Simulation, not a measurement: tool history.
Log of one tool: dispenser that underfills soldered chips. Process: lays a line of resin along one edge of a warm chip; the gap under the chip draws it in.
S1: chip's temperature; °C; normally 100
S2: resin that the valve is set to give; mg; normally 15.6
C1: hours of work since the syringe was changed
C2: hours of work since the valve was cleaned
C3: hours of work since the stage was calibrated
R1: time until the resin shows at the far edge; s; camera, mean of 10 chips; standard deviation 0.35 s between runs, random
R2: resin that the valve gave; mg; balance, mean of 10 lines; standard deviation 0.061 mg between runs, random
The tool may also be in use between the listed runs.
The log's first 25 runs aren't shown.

run,hour,S1,S2,C1,C2,C3,R1,R2
26,102.4,86,15.1,5,102,207,41.3,14.04
# hour 105.7: new syringe of resin
27,105.7,107,13.6,0,104,209,14.7,12.65
28,109.5,93,13.7,3,107,211,27.1,12.66
29,114.6,96,13.5,6,110,215,34.5,12.51
# hour 116.5: new syringe of resin
30,118.8,112,17.3,2,113,217,14.3,16.01
31,121.5,93,17.3,3,115,219,28,16.01
# hour 127.1: new syringe of resin
32,127.5,91,18.2,0,119,223,21.5,16.75
33,132,88,15.3,3,122,226,33.6,14.06
34,134.8,100,19.6,5,124,228,27.9,17.87
# hour 138.3: new syringe of resin
35,139.5,113,16.2,1,127,231,14.1,14.82
36,143,86,14.8,3,129,234,34.9,13.44

Each row is a separate what-if for the run after 36, all from the same tool condition, not one after another. Results?
A,146.2,86,13.5,5,131,236,?,?
B,146.2,100,14.1,5,131,236,?,?
C,146.2,102,15.6,5,131,236,?,?
D,146.2,104,15.8,5,131,236,?,?

run,R1,R2
A,43.1,12.24
B,29.6,12.81
C,26.7,14.25
D,25.7,14.32
Had the tool no hidden state, the same runs would have come out as:
run,R1,R2
A,25.2,13.42
B,17.6,14.05
C,15.9,15.63
D,15.3,15.71
